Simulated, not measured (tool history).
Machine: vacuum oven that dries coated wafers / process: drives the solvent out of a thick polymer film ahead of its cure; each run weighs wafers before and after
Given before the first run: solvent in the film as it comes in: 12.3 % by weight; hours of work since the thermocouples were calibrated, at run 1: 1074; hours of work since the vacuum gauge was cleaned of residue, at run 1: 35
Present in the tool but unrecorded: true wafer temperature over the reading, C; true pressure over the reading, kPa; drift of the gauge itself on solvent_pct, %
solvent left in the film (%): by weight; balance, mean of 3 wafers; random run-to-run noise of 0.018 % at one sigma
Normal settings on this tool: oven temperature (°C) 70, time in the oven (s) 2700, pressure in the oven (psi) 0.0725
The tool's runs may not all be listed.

run    day  oven temperature (°C)  time in the oven (s)  pressure in the oven (psi)  hours of work since the thermocouples were calibrated  hours of work since the vacuum gauge was cleaned of residue  solvent left in the film (%)
  1      0                     70                  2700                      0.0725                                                   1074                                                           35                          0.57
  2  0.542                     70                  2700                      0.0725                                                   1082                                                           43                          0.62
  3  1.254                     70                  1320                      0.0725                                                   1092                                                           53                          2.15
  4  1.662                     70                  2700                      0.0725                                                   1098                                                           59                          0.62
  5  2.375                     70                  2700                      0.0725                                                   1108                                                           69                          0.63
  6  3.225                     70                  2700                      0.0725                                                   1121                                                           81                          0.64
  7  3.612                     70                  2700                      0.0725                                                   1126                                                           87                          0.65

Run 8 comes next. What will it give?
  8  4.3                     60                  3420                      0.1723                                                   1136                                                           97                             ?

solvent left in the film (%): 2.15
With the hidden condition absent and the run-to-run variation left alone, this run would have shown solvent left in the film (%) 2.07.
